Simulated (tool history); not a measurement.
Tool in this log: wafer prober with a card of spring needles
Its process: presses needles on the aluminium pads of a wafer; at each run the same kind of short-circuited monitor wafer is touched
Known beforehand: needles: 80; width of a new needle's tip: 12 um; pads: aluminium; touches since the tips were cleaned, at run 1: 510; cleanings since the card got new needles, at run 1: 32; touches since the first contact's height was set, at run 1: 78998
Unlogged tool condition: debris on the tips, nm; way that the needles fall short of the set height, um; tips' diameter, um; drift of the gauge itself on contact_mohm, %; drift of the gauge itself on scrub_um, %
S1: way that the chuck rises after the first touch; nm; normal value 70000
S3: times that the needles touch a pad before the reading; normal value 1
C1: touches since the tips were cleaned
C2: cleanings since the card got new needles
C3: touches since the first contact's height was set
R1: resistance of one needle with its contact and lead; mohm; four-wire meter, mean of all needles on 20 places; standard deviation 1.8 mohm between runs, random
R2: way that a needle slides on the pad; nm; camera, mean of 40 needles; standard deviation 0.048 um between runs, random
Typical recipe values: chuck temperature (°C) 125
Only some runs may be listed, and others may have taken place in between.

Run 1, hour 0: usual settings; C1 510; C2 32; C3 78998. Result: R1 189 mohm, R2 13800 nm.
Run 2, hour 23.6: usual settings; C1 5735; C2 32; C3 84223. Result: R1 218 mohm, R2 13790 nm.
At hour 37.2: tips cleaned on abrasive film.
Run 3, hour 70.3: usual settings; C1 7330; C2 33; C3 94548. Result: R1 221 mohm, R2 13720 nm.
At hour 79: tips cleaned on abrasive film.
At hour 121: tips cleaned on abrasive film.
Run 4, hour 124.9: usual settings but S3 3; C1 864; C2 35; C3 106594. Result: R1 185 mohm, R2 13660 nm.
Run 5, hour 149: usual settings but S1 57000 nm; C1 6215; C2 35; C3 111945. Result: R1 239 mohm, R2 11110 nm.
At hour 162.2: tips cleaned on abrasive film.
Run 6, hour 177.8: usual settings but S1 57000 nm, S3 3; C1 3466; C2 36; C3 118305. Result: R1 200 mohm, R2 11050 nm.
At hour 203.6: tips cleaned on abrasive film.
Run 7, hour 214.8: usual settings but S1 57000 nm, S3 3; C1 2464; C2 37; C3 126465. Result: R1 198 mohm, R2 11040 nm.
At hour 244.7: tips cleaned on abrasive film.
Run 8, hour 252.8: usual settings; C1 1790; C2 38; C3 134874. Result: R1 205 mohm, R2 13570 nm.
At hour 286.9: tips cleaned on abrasive film.
Run 9, hour 293.3: usual settings; C1 1405; C2 39; C3 143817. Result: R1 201 mohm, R2 13620 nm.
Run 10, hour 322.7: usual settings but S1 63000 nm; C1 7921; C2 39; C3 150333. Result: R1 239 mohm, R2 12250 nm.
At hour 327.3: tips cleaned on abrasive film.
At hour 368: tips cleaned on abrasive film.
Run 11, hour 368: usual settings but S1 63000 nm; C1 0; C2 41; C3 160334. Result: R1 190 mohm, R2 12130 nm.
At hour 410.1: tips cleaned on abrasive film.
Run 12, hour 415.8: usual settings but S1 63000 nm; C1 1275; C2 42; C3 170904. Result: R1 203 mohm, R2 12140 nm.
At hour 450.2: tips cleaned on abrasive film.
Run 13, hour 453.6: usual settings but S1 56000 nm; C1 751; C2 43; C3 179245. Result: R1 203 mohm, R2 10720 nm.
At hour 491.8: tips cleaned on abrasive film.
Run 14, hour 498.6: usual settings but S1 74000 nm; C1 1519; C2 44; C3 189201. Result: R1 201 mohm, R2 14330 nm.
At hour 534: tips cleaned on abrasive film.
Run 15, hour 543.9: usual settings but S1 73000 nm, chuck temperature (°C) 25; C1 2196; C2 45; C3 199208. Result: R1 190 mohm, R2 13940 nm.
Run 16, hour 567.7: usual settings but S3 2; C1 7461; C2 45; C3 204473. Result: R1 207 mohm, R2 13400 nm.
At hour 578.5: tips cleaned on abrasive film.
At hour 619.8: tips cleaned on abrasive film.
Run 17, hour 622.9: usual settings but S3 2; C1 687; C2 47; C3 216669. Result: R1 190 mohm, R2 13390 nm.
Run 18, hour 654.1: usual settings but chuck temperature (°C) 71; C1 7594; C2 47; C3 223576. Result: R1 222 mohm, R2 13350 nm.
At hour 661.2: tips cleaned on abrasive film.
At hour 700.9: tips cleaned on abrasive film.
Run 19, hour 704.5: usual settings but S1 88000 nm; C1 816; C2 49; C3 234709. Result: R1 186 mohm, R2 16920 nm.
At hour 710.6: height of the first contact set anew.
At hour 741.2: tips cleaned on abrasive film.
Run 20, hour 753.4: usual settings but S1 88000 nm; C1 2682; C2 50; C3 9456. Result: R1 194 mohm, R2 17610 nm.
At hour 782.4: tips cleaned on abrasive film.
Run 21, hour 807: usual settings but S1 55000 nm; C1 5460; C2 51; C3 21326. Result: R1 245 mohm, R2 10920 nm.

Below are 3 alternative next runs, each starting from the tool's condition after run 21. Predict each:
At hour 826.1: tips cleaned on abrasive film.
Run A, hour 850: usual settings but S1 55000 nm; C1 5301; C2 52; C3 30821. Result: R1 ?, R2 ?.
At hour 826.1: tips cleaned on abrasive film.
Run B, hour 850: usual settings but S1 53000 nm, chuck temperature (°C) 43, S3 3; C1 5301; C2 52; C3 30821. Result: R1 ?, R2 ?.
At hour 826.1: tips cleaned on abrasive film.
Run C, hour 850: usual settings but S1 51000 nm; C1 5301; C2 52; C3 30821. Result: R1 ?, R2 ?.

run   R1     R2
  A  250  10880
  B  196  10490
  C  256  10090
Had the tool no hidden state, the same runs would have come out as:
run   R1     R2
  A  188  10940
  B  168  10560
  C  186  10160
